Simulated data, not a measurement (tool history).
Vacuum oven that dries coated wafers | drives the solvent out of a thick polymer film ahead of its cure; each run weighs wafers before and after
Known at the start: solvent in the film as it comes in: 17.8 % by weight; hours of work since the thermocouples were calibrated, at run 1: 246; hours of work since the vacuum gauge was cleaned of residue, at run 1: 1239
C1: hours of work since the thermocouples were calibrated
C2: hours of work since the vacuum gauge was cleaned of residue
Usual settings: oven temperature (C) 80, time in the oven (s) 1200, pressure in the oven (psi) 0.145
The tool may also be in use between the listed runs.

Run 1, hour 0: usual settings; C1 246; C2 1239. Result: solvent left in the film (%) 3.18.
Run 2, hour 40.5: usual settings; C1 275; C2 1268. Result: solvent left in the film (%) 3.1.
Run 3, hour 108.1: usual settings; C1 322; C2 1315. Result: solvent left in the film (%) 3.1.
Run 4, hour 141.1: usual settings but pressure in the oven (psi) 0.361; C1 345; C2 1338. Result: solvent left in the film (%) 4.84.
Run 5, hour 180.7: usual settings but oven temperature (C) 74, pressure in the oven (psi) 0.361; C1 373; C2 1366. Result: solvent left in the film (%) 7.2.
Run 6, hour 245.9: usual settings but pressure in the oven (psi) 0.247; C1 419; C2 1412. Result: solvent left in the film (%) 4.
Run 7, hour 274.8: usual settings but pressure in the oven (psi) 0.247; C1 439; C2 1432. Result: solvent left in the film (%) 4.04.
Run 8, hour 329.2: usual settings but time in the oven (s) 720, pressure in the oven (psi) 0.247; C1 478; C2 1471. Result: solvent left in the film (%) 5.81.
Run 9, hour 394: usual settings but time in the oven (s) 720, pressure in the oven (psi) 0.247; C1 523; C2 1516. Result: solvent left in the film (%) 5.74.
Run 10, hour 446.2: usual settings but time in the oven (s) 720, pressure in the oven (psi) 0.247; C1 560; C2 1553. Result: solvent left in the film (%) 5.73.
Run 11, hour 506.7: usual settings; C1 603; C2 1596. Result: solvent left in the film (%) 3.29.
Run 12, hour 556: usual settings; C1 637; C2 1630. Result: solvent left in the film (%) 3.12.
Run 13, hour 594.5: usual settings but oven temperature (C) 91; C1 664; C2 1657. Result: solvent left in the film (%) 1.38.
Run 14, hour 654.3: usual settings but oven temperature (C) 91, time in the oven (s) 1680; C1 707; C2 1699. Result: solvent left in the film (%) 1.43.
Run 15, hour 688.8: usual settings but oven temperature (C) 91, time in the oven (s) 1680; C1 731; C2 1724. Result: solvent left in the film (%) 1.37.
At hour 728.5: oven's thermocouples calibrated.
Run 16, hour 734.3: usual settings; C1 4; C2 1754. Result: solvent left in the film (%) 3.47.
Run 17, hour 792.1: usual settings; C1 45; C2 1795. Result: solvent left in the film (%) 3.63.
Run 18, hour 838.9: usual settings but time in the oven (s) 1020; C1 78; C2 1828. Result: solvent left in the film (%) 4.12.
Run 19, hour 903.7: usual settings but oven temperature (C) 88, time in the oven (s) 660; C1 123; C2 1874. Result: solvent left in the film (%) 3.02.
Run 20, hour 941.5: usual settings but oven temperature (C) 88, time in the oven (s) 660; C1 150; C2 1900. Result: solvent left in the film (%) 3.06.
Run 21, hour 973.8: usual settings but time in the oven (s) 660, pressure in the oven (psi) 0.202; C1 173; C2 1923. Result: solvent left in the film (%) 6.31.
Run 22, hour 1041.4: usual settings but time in the oven (s) 660, pressure in the oven (psi) 0.16; C1 220; C2 1970. Result: solvent left in the film (%) 5.98.
Run 23, hour 1081.7: usual settings but pressure in the oven (psi) 0.294; C1 249; C2 1999. Result: solvent left in the film (%) 4.93.
Run 24, hour 1119.3: usual settings but time in the oven (s) 600, pressure in the oven (psi) 0.171; C1 275; C2 2025. Result: solvent left in the film (%) 6.51.
Run 25, hour 1173: usual settings but time in the oven (s) 600, pressure in the oven (psi) 0.171; C1 313; C2 2063. Result: solvent left in the film (%) 6.54.
Run 26, hour 1211.8: usual settings but oven temperature (C) 83; C1 340; C2 2090. Result: solvent left in the film (%) 2.78.
At hour 1218.1: vacuum gauge cleaned of residue and calibrated.
Run 27, hour 1264.9: usual settings but oven temperature (C) 90, time in the oven (s) 720, pressure in the oven (psi) 0.447; C1 376; C2 33. Result: solvent left in the film (%) 3.51.
Run 28, hour 1314.9: usual settings but oven temperature (C) 90, time in the oven (s) 720, pressure in the oven (psi) 0.447; C1 412; C2 68. Result: solvent left in the film (%) 3.59.
Run 29, hour 1380.2: usual settings but oven temperature (C) 81, time in the oven (s) 780, pressure in the oven (psi) 0.563; C1 457; C2 114. Result: solvent left in the film (%) 7.3.
Run 30, hour 1430.5: usual settings but oven temperature (C) 87, time in the oven (s) 660, pressure in the oven (psi) 0.131; C1 493; C2 149. Result: solvent left in the film (%) 2.61.
Run 31, hour 1459: usual settings but oven temperature (C) 78, time in the oven (s) 660, pressure in the oven (psi) 0.364; C1 513; C2 169. Result: solvent left in the film (%) 7.71.

5 ways to go on from here, each from the tool as it stands after run 31. What would each give?
Run A, hour 1516.5: usual settings but oven temperature (C) 78, pressure in the oven (psi) 0.364; C1 553; C2 210. Result: solvent left in the film (%) ?.
Run B, hour 1516.5: usual settings but oven temperature (C) 79, time in the oven (s) 1740; C1 553; C2 210. Result: solvent left in the film (%) ?.
Run C, hour 1516.5: usual settings but oven temperature (C) 93, pressure in the oven (psi) 0.223; C1 553; C2 210. Result: solvent left in the film (%) ?.
Run D, hour 1516.5: usual settings but time in the oven (s) 1320, pressure in the oven (psi) 0.212; C1 553; C2 210. Result: solvent left in the film (%) ?.
Run E, hour 1516.5: usual settings but oven temperature (C) 79; C1 553; C2 210. Result: solvent left in the film (%) ?.

run  solvent left in the film (%)
  A                          5.44
  B                           2.1
  C                          1.36
  D                          3.09
  E                          3.04
Without the tool's hidden state the same runs would have given:
run  solvent left in the film (%)
  A                          5.31
  B                          1.99
  C                           1.3
  D                          2.97
  E                          2.92
